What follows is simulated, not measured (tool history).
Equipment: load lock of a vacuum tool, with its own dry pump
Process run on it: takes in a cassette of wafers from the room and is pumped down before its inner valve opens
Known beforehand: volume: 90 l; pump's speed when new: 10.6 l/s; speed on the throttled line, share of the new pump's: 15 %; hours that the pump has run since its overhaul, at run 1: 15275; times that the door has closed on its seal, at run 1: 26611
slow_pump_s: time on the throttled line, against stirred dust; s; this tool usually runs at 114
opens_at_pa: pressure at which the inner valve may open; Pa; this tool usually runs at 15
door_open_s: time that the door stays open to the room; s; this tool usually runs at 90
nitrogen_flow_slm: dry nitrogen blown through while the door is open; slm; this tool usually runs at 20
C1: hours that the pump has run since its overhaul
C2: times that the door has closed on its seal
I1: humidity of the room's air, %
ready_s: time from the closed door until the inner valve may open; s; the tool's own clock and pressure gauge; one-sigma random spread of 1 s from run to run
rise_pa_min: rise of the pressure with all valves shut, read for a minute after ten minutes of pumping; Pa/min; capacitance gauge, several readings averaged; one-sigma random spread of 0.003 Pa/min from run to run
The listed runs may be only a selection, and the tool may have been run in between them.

Run 1, hour 0.0: usual settings; C1 15275; C2 26611; I1 45.4. Result: ready_s 171.9 s, rise_pa_min 0.024 Pa/min.
Run 2, hour 373.7: usual settings but nitrogen_flow_slm 5 slm; C1 15649; C2 27938; I1 46.0. Result: ready_s 171.8 s, rise_pa_min 0.044 Pa/min.
Run 3, hour 1036.7: usual settings but nitrogen_flow_slm 5 slm; C1 16312; C2 30294; I1 42.9. Result: ready_s 172.2 s, rise_pa_min 0.041 Pa/min.
Run 4, hour 1598.6: usual settings but nitrogen_flow_slm 5 slm; C1 16874; C2 32290; I1 44.5. Result: ready_s 171.4 s, rise_pa_min 0.039 Pa/min.
At hour 1827.0: door's seal changed, seat wiped.
Run 5, hour 2232.5: usual settings but nitrogen_flow_slm 40 slm; C1 17506; C2 1441; I1 47.2. Result: ready_s 172.4 s, rise_pa_min 0.020 Pa/min.
Run 6, hour 2874.1: usual settings but nitrogen_flow_slm 40 slm; C1 18148; C2 3720; I1 46.5. Result: ready_s 172.3 s, rise_pa_min 0.018 Pa/min.
Run 7, hour 3297.6: usual settings but nitrogen_flow_slm 40 slm; C1 18571; C2 5225; I1 42.4. Result: ready_s 171.8 s, rise_pa_min 0.020 Pa/min.
Run 8, hour 3875.3: usual settings but nitrogen_flow_slm 40 slm; C1 19149; C2 7277; I1 44.5. Result: ready_s 173.0 s, rise_pa_min 0.023 Pa/min.
At hour 3917.9: dry pump taken out, an overhauled one fitted.
Run 9, hour 4240.0: usual settings; C1 322; C2 8551; I1 44.3. Result: ready_s 169.1 s, rise_pa_min 0.029 Pa/min.
Run 10, hour 4864.5: usual settings; C1 947; C2 10770; I1 41.4. Result: ready_s 172.3 s, rise_pa_min 0.029 Pa/min.
Run 11, hour 5431.8: usual settings; C1 1514; C2 12785; I1 43.4. Result: ready_s 173.4 s, rise_pa_min 0.024 Pa/min.
Run 12, hour 6026.6: usual settings but slow_pump_s 171 s; C1 2109; C2 14898; I1 46.2. Result: ready_s 221.4 s, rise_pa_min 0.026 Pa/min.
Run 13, hour 6487.9: usual settings but slow_pump_s 171 s; C1 2570; C2 16537; I1 43.7. Result: ready_s 221.4 s, rise_pa_min 0.029 Pa/min.
Run 14, hour 7021.6: usual settings but slow_pump_s 171 s; C1 3104; C2 18433; I1 44.8. Result: ready_s 218.6 s, rise_pa_min 0.026 Pa/min.
Run 15, hour 7571.4: usual settings but slow_pump_s 73 s; C1 3654; C2 20387; I1 46.0. Result: ready_s 136.3 s, rise_pa_min 0.031 Pa/min.
Run 16, hour 7963.8: usual settings but slow_pump_s 73 s, opens_at_pa 22 Pa, door_open_s 29 s, nitrogen_flow_slm 9 slm; C1 4046; C2 21781; I1 43.8. Result: ready_s 134.4 s, rise_pa_min 0.026 Pa/min.
Run 17, hour 8523.6: usual settings but opens_at_pa 26 Pa; C1 4606; C2 23769; I1 46.2. Result: ready_s 168.8 s, rise_pa_min 0.026 Pa/min.
Run 18, hour 9154.5: usual settings but opens_at_pa 26 Pa; C1 5237; C2 26011; I1 42.3. Result: ready_s 167.0 s, rise_pa_min 0.030 Pa/min.
Run 19, hour 9749.7: usual settings but slow_pump_s 103 s, opens_at_pa 11 Pa, door_open_s 54 s, nitrogen_flow_slm 7 slm; C1 5832; C2 28125; I1 42.9. Result: ready_s 166.8 s, rise_pa_min 0.023 Pa/min.
Run 20, hour 10246.5: usual settings but opens_at_pa 23 Pa, door_open_s 150 s; C1 6329; C2 29890; I1 46.9. Result: ready_s 169.4 s, rise_pa_min 0.041 Pa/min.
Run 21, hour 10762.0: usual settings but opens_at_pa 12 Pa, door_open_s 150 s, nitrogen_flow_slm 14 slm; C1 6844; C2 31721; I1 44.1. Result: ready_s 173.1 s, rise_pa_min 0.039 Pa/min.
At hour 11140.4: door's seal changed, seat wiped.
Run 22, hour 11323.6: usual settings but opens_at_pa 12 Pa, door_open_s 150 s, nitrogen_flow_slm 14 slm; C1 7404; C2 650; I1 45.6. Result: ready_s 173.7 s, rise_pa_min 0.043 Pa/min.
Run 23, hour 11780.6: usual settings but opens_at_pa 12 Pa, door_open_s 150 s, nitrogen_flow_slm 14 slm; C1 7861; C2 2274; I1 46.5. Result: ready_s 174.4 s, rise_pa_min 0.035 Pa/min.
Run 24, hour 12215.4: usual settings but slow_pump_s 74 s, opens_at_pa 26 Pa, door_open_s 62 s, nitrogen_flow_slm 7 slm; C1 8296; C2 3819; I1 45.6. Result: ready_s 131.5 s, rise_pa_min 0.032 Pa/min.
Run 25, hour 12611.3: usual settings but slow_pump_s 146 s, door_open_s 48 s, nitrogen_flow_slm 27 slm; C1 8692; C2 5225; I1 44.6. Result: ready_s 199.6 s, rise_pa_min 0.019 Pa/min.
Run 26, hour 13003.4: usual settings but slow_pump_s 64 s, opens_at_pa 28 Pa, door_open_s 48 s, nitrogen_flow_slm 7 slm; C1 9084; C2 6618; I1 44.1. Result: ready_s 124.7 s, rise_pa_min 0.028 Pa/min.
Run 27, hour 13440.5: usual settings but slow_pump_s 64 s, opens_at_pa 28 Pa, door_open_s 48 s, nitrogen_flow_slm 7 slm; C1 9521; C2 8171; I1 42.4. Result: ready_s 122.6 s, rise_pa_min 0.028 Pa/min.
Run 28, hour 14050.6: usual settings but slow_pump_s 64 s, opens_at_pa 28 Pa, door_open_s 48 s, nitrogen_flow_slm 7 slm; C1 10131; C2 10338; I1 42.5. Result: ready_s 124.1 s, rise_pa_min 0.022 Pa/min.
Run 29, hour 14549.4: usual settings but slow_pump_s 64 s, opens_at_pa 28 Pa, door_open_s 48 s, nitrogen_flow_slm 7 slm; C1 10630; C2 12111; I1 46.7. Result: ready_s 124.1 s, rise_pa_min 0.027 Pa/min.

Forecast each of these 5 alternatives for the next run:
Run A, hour 14891.6: usual settings but slow_pump_s 154 s, opens_at_pa 28 Pa, door_open_s 28 s, nitrogen_flow_slm 7 slm; C1 10972; C2 13326; I1 46.4. Result: ready_s ?, rise_pa_min ?.
Run B, hour 14891.6: usual settings but slow_pump_s 138 s; C1 10972; C2 13326; I1 44.9. Result: ready_s ?, rise_pa_min ?.
Run C, hour 14891.6: usual settings but slow_pump_s 117 s, door_open_s 121 s; C1 10972; C2 13326; I1 48.1. Result: ready_s ?, rise_pa_min ?.
Run D, hour 14891.6: usual settings but opens_at_pa 27 Pa, door_open_s 25 s, nitrogen_flow_slm 18 slm; C1 10972; C2 13326; I1 47.2. Result: ready_s ?, rise_pa_min ?.
Run E, hour 14891.6: usual settings but slow_pump_s 182 s, opens_at_pa 13 Pa, door_open_s 48 s, nitrogen_flow_slm 7 slm; C1 10972; C2 13326; I1 46.8. Result: ready_s ?, rise_pa_min ?.

run  ready_s  rise_pa_min
  A    197.8        0.028
  B    191.6        0.027
  C    172.4        0.034
  D    166.4        0.012
  E    234.0        0.031
Without the tool's unlogged condition, the same runs would have read:
run  ready_s  rise_pa_min
  A    197.8        0.027
  B    191.5        0.026
  C    172.4        0.034
  D    166.4        0.011
  E    233.9        0.031
